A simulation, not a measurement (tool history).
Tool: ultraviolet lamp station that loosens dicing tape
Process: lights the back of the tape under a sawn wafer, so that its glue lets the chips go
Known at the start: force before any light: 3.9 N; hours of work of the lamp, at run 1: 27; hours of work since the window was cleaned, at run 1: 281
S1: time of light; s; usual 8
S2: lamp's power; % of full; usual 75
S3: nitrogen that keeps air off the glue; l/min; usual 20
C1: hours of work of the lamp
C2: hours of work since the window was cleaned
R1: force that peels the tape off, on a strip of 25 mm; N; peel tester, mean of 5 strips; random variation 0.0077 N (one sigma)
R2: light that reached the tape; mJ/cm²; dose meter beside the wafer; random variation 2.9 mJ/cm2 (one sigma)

{"run": 1, "day": 0.0, "S1": 8, "S2": 75, "S3": 20, "C1": 27, "C2": 281, "R1": 0.309, "R2": 400}
{"run": 2, "day": 0.388, "S1": 8, "S2": 75, "S3": 20, "C1": 32, "C2": 286, "R1": 0.303, "R2": 401}
{"run": 3, "day": 0.792, "S1": 8, "S2": 75, "S3": 20, "C1": 37, "C2": 291, "R1": 0.324, "R2": 398}
{"run": 4, "day": 1.067, "S1": 8, "S2": 75, "S3": 20, "C1": 40, "C2": 295, "R1": 0.307, "R2": 395}
{"run": 5, "day": 1.317, "S1": 8, "S2": 75, "S3": 20, "C1": 43, "C2": 298, "R1": 0.318, "R2": 395}
{"run": 6, "day": 1.65, "S1": 8, "S2": 75, "S3": 20, "C1": 47, "C2": 302, "R1": 0.297, "R2": 393}
{"run": 7, "day": 1.962, "S1": 8, "S2": 75, "S3": 20, "C1": 51, "C2": 305, "R1": 0.32, "R2": 391}
{"run": 8, "day": 2.175, "S1": 8, "S2": 75, "S3": 20, "C1": 54, "C2": 308, "R1": 0.315, "R2": 398}
{"run": 9, "day": 2.454, "S1": 8, "S2": 81, "S3": 20, "C1": 57, "C2": 311, "R1": 0.278, "R2": 432}
{"run": 10, "day": 2.642, "S1": 8, "S2": 70, "S3": 20, "C1": 59, "C2": 314, "R1": 0.367, "R2": 371}
{"run": 11, "day": 2.946, "S1": 8, "S2": 70, "S3": 20, "C1": 63, "C2": 317, "R1": 0.364, "R2": 367}
{"run": 12, "day": 3.346, "S1": 8, "S2": 92, "S3": 20, "C1": 68, "C2": 322, "R1": 0.218, "R2": 488}
{"run": 13, "day": 3.562, "S1": 8, "S2": 92, "S3": 20, "C1": 70, "C2": 325, "R1": 0.223, "R2": 482}
{"run": 14, "day": 3.846, "S1": 6, "S2": 75, "S3": 20, "C1": 74, "C2": 328, "R1": 0.525, "R2": 291}
{"run": 15, "day": 4.204, "S1": 6, "S2": 75, "S3": 20, "C1": 78, "C2": 333, "R1": 0.54, "R2": 296}
{"run": 16, "day": 4.425, "S1": 6, "S2": 75, "S3": 20, "C1": 81, "C2": 336, "R1": 0.549, "R2": 294}
{"run": 17, "day": 4.767, "S1": 6, "S2": 75, "S3": 20, "C1": 85, "C2": 340, "R1": 0.543, "R2": 294}
{"run": 18, "day": 4.967, "S1": 8, "S2": 75, "S3": 20, "C1": 88, "C2": 342, "R1": 0.324, "R2": 396}
{"run": 19, "day": 5.204, "S1": 8, "S2": 75, "S3": 20, "C1": 91, "C2": 345, "R1": 0.327, "R2": 388}
{"run": 20, "day": 5.496, "S1": 13, "S2": 75, "S3": 20, "C1": 94, "C2": 349, "R1": 0.157, "R2": 638}
{"run": 21, "day": 5.85, "S1": 8, "S2": 75, "S3": 9, "C1": 98, "C2": 353, "R1": 0.608, "R2": 393}
{"run": 22, "day": 6.246, "S1": 8, "S2": 75, "S3": 9, "C1": 103, "C2": 358, "R1": 0.621, "R2": 390}
{"day": 6.292, "done": "window cleaned of glue's vapour"}
{"run": 23, "day": 6.562, "S1": 4, "S2": 89, "S3": 13, "C1": 107, "C2": 3, "R1": 1.022, "R2": 231}
{"run": 24, "day": 6.912, "S1": 4, "S2": 89, "S3": 13, "C1": 111, "C2": 8, "R1": 0.995, "R2": 229}
{"day": 7.262, "done": "window cleaned of glue's vapour, once more"}
{"run": 25, "day": 7.262, "S1": 8, "S2": 75, "S3": 14, "C1": 115, "C2": 0, "R1": 0.414, "R2": 401}
{"run": 26, "day": 7.442, "S1": 8, "S2": 75, "S3": 14, "C1": 117, "C2": 2, "R1": 0.405, "R2": 397}
{"run": 27, "day": 7.642, "S1": 14, "S2": 75, "S3": 14, "C1": 120, "C2": 5, "R1": 0.165, "R2": 703}
{"run": 28, "day": 7.95, "S1": 14, "S2": 76, "S3": 14, "C1": 124, "C2": 8, "R1": 0.152, "R2": 702}
{"run": 29, "day": 8.162, "S1": 6, "S2": 75, "S3": 7, "C1": 126, "C2": 11, "R1": 1.036, "R2": 304}
{"run": 30, "day": 8.438, "S1": 6, "S2": 65, "S3": 7, "C1": 129, "C2": 14, "R1": 1.213, "R2": 263}
{"run": 31, "day": 8.746, "S1": 16, "S2": 68, "S3": 10, "C1": 133, "C2": 18, "R1": 0.187, "R2": 728}
{"run": 32, "day": 8.946, "S1": 10, "S2": 68, "S3": 35, "C1": 136, "C2": 21, "R1": 0.174, "R2": 451}
{"run": 33, "day": 9.242, "S1": 5, "S2": 66, "S3": 23, "C1": 139, "C2": 24, "R1": 0.817, "R2": 221}
{"run": 34, "day": 9.604, "S1": 8, "S2": 60, "S3": 9, "C1": 144, "C2": 29, "R1": 0.836, "R2": 317}
{"run": 35, "day": 9.996, "S1": 8, "S2": 60, "S3": 9, "C1": 148, "C2": 33, "R1": 0.843, "R2": 321}
{"run": 36, "day": 10.396, "S1": 16, "S2": 61, "S3": 22, "C1": 153, "C2": 38, "R1": 0.134, "R2": 647}
{"run": 37, "day": 10.575, "S1": 16, "S2": 100, "S3": 8, "C1": 156, "C2": 40, "R1": 0.138, "R2": 1060}
{"run": 38, "day": 10.838, "S1": 8, "S2": 93, "S3": 23, "C1": 159, "C2": 44, "R1": 0.197, "R2": 492}
{"run": 39, "day": 11.108, "S1": 8, "S2": 90, "S3": 33, "C1": 162, "C2": 47, "R1": 0.169, "R2": 470}
{"run": 40, "day": 11.433, "S1": 8, "S2": 79, "S3": 33, "C1": 166, "C2": 51, "R1": 0.193, "R2": 419}
{"run": 41, "day": 11.712, "S1": 8, "S2": 79, "S3": 33, "C1": 169, "C2": 54, "R1": 0.217, "R2": 414}
{"run": 42, "day": 11.967, "S1": 6, "S2": 90, "S3": 10, "C1": 173, "C2": 57, "R1": 0.663, "R2": 356}
{"run": 43, "day": 12.288, "S1": 13, "S2": 90, "S3": 8, "C1": 177, "C2": 61, "R1": 0.195, "R2": 766}

Forecast each of these 4 alternatives for the next run:
{"run": "A", "day": 12.588, "S1": 8, "S2": 75, "S3": 11, "C1": 180, "C2": 65, "R1": "?", "R2": "?"}
{"run": "B", "day": 12.588, "S1": 15, "S2": 90, "S3": 8, "C1": 180, "C2": 65, "R1": "?", "R2": "?"}
{"run": "C", "day": 12.588, "S1": 13, "S2": 90, "S3": 14, "C1": 180, "C2": 65, "R1": "?", "R2": "?"}
{"run": "D", "day": 12.588, "S1": 13, "S2": 73, "S3": 40, "C1": 180, "C2": 65, "R1": "?", "R2": "?"}

run=A R1=0.522 R2=395
run=B R1=0.173 R2=884
run=C R1=0.150 R2=774
run=D R1=0.124 R2=624
Without the tool's hidden state the same runs would have given:
run=A R1=0.486 R2=411
run=B R1=0.166 R2=920
run=C R1=0.145 R2=805
run=D R1=0.122 R2=649
